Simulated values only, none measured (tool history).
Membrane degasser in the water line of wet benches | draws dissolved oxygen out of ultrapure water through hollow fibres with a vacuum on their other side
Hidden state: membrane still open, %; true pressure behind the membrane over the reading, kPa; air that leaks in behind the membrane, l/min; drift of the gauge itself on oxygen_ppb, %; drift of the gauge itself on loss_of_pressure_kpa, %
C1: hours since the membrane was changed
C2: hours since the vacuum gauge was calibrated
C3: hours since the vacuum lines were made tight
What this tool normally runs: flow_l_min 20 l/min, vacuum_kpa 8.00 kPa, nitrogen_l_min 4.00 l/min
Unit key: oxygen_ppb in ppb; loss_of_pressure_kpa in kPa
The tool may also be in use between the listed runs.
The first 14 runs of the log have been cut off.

run 15 hour=1105.5 | flow_l_min=20 vacuum_kpa=11.61 nitrogen_l_min=4.00 | C1=4602 C2=268 C3=8764 | oxygen_ppb=220.4 loss_of_pressure_kpa=30.63
-- hour=1145.1 vacuum gauge calibrated, once more
run 16 hour=1187.5 | flow_l_min=20 vacuum_kpa=11.61 nitrogen_l_min=4.00 | C1=4684 C2=42 C3=8845 | oxygen_ppb=215.7 loss_of_pressure_kpa=30.50
run 17 hour=1274.8 | flow_l_min=28 vacuum_kpa=11.32 nitrogen_l_min=3.07 | C1=4771 C2=130 C3=8933 | oxygen_ppb=481.9 loss_of_pressure_kpa=42.88
run 18 hour=1331.5 | flow_l_min=24 vacuum_kpa=7.62 nitrogen_l_min=7.15 | C1=4828 C2=186 C3=8989 | oxygen_ppb=234.3 loss_of_pressure_kpa=36.95
run 19 hour=1426.8 | flow_l_min=14 vacuum_kpa=14.58 nitrogen_l_min=5.36 | C1=4923 C2=282 C3=9085 | oxygen_ppb=103.5 loss_of_pressure_kpa=21.52
-- hour=1464.3 seals of the vacuum lines changed
run 20 hour=1527.6 | flow_l_min=14 vacuum_kpa=14.58 nitrogen_l_min=5.36 | C1=5022 C2=381 C3=63 | oxygen_ppb=97.8 loss_of_pressure_kpa=21.34
run 21 hour=1637.8 | flow_l_min=20 vacuum_kpa=15.70 nitrogen_l_min=2.01 | C1=5132 C2=491 C3=174 | oxygen_ppb=392.4 loss_of_pressure_kpa=30.75
run 22 hour=1696.3 | flow_l_min=20 vacuum_kpa=13.59 nitrogen_l_min=2.71 | C1=5191 C2=549 C3=232 | oxygen_ppb=286.9 loss_of_pressure_kpa=30.68
run 23 hour=1811.4 | flow_l_min=12 vacuum_kpa=9.07 nitrogen_l_min=7.08 | C1=5306 C2=664 C3=347 | oxygen_ppb=36.9 loss_of_pressure_kpa=18.32
run 24 hour=1919.5 | flow_l_min=27 vacuum_kpa=6.10 nitrogen_l_min=5.28 | C1=5414 C2=772 C3=455 | oxygen_ppb=323.9 loss_of_pressure_kpa=41.31
run 25 hour=2025.8 | flow_l_min=20 vacuum_kpa=8.00 nitrogen_l_min=1.69 | C1=5520 C2=879 C3=562 | oxygen_ppb=243.9 loss_of_pressure_kpa=30.59
run 26 hour=2079.8 | flow_l_min=13 vacuum_kpa=14.36 nitrogen_l_min=6.26 | C1=5574 C2=933 C3=616 | oxygen_ppb=76.1 loss_of_pressure_kpa=19.76
run 27 hour=2150.5 | flow_l_min=20 vacuum_kpa=5.67 nitrogen_l_min=3.23 | C1=5645 C2=1003 C3=686 | oxygen_ppb=151.1 loss_of_pressure_kpa=30.73
run 28 hour=2230.4 | flow_l_min=30 vacuum_kpa=6.52 nitrogen_l_min=4.00 | C1=5725 C2=1083 C3=766 | oxygen_ppb=442.8 loss_of_pressure_kpa=46.05
run 29 hour=2336.6 | flow_l_min=12 vacuum_kpa=5.74 nitrogen_l_min=6.62 | C1=5831 C2=1189 C3=872 | oxygen_ppb=23.4 loss_of_pressure_kpa=18.60
run 30 hour=2386.1 | flow_l_min=20 vacuum_kpa=5.94 nitrogen_l_min=1.63 | C1=5881 C2=1239 C3=922 | oxygen_ppb=189.8 loss_of_pressure_kpa=30.71
run 31 hour=2436.8 | flow_l_min=20 vacuum_kpa=5.94 nitrogen_l_min=1.63 | C1=5931 C2=1290 C3=973 | oxygen_ppb=190.5 loss_of_pressure_kpa=31.11

Consider 4 possible next runs. They are alternatives, not a sequence: every one starts from the tool as it was left by run 31. What does each give?
run A hour=2534.2 | flow_l_min=12 vacuum_kpa=10.47 nitrogen_l_min=5.68 | C1=6029 C2=1387 C3=1070 | oxygen_ppb=? loss_of_pressure_kpa=?
run B hour=2534.2 | flow_l_min=20 vacuum_kpa=12.15 nitrogen_l_min=3.91 | C1=6029 C2=1387 C3=1070 | oxygen_ppb=? loss_of_pressure_kpa=?
run C hour=2534.2 | flow_l_min=26 vacuum_kpa=8.00 nitrogen_l_min=4.00 | C1=6029 C2=1387 C3=1070 | oxygen_ppb=? loss_of_pressure_kpa=?
run D hour=2534.2 | flow_l_min=20 vacuum_kpa=13.26 nitrogen_l_min=7.43 | C1=6029 C2=1387 C3=1070 | oxygen_ppb=? loss_of_pressure_kpa=?

run=A oxygen_ppb=51.7 loss_of_pressure_kpa=18.58
run=B oxygen_ppb=224.0 loss_of_pressure_kpa=30.64
run=C oxygen_ppb=338.7 loss_of_pressure_kpa=40.15
run=D oxygen_ppb=179.7 loss_of_pressure_kpa=30.85
Take away the tool's hidden state, keep each run's random variation, and the runs would have read:
run=A oxygen_ppb=49.1 loss_of_pressure_kpa=18.14
run=B oxygen_ppb=211.3 loss_of_pressure_kpa=29.91
run=C oxygen_ppb=316.0 loss_of_pressure_kpa=39.20
run=D oxygen_ppb=167.6 loss_of_pressure_kpa=30.12
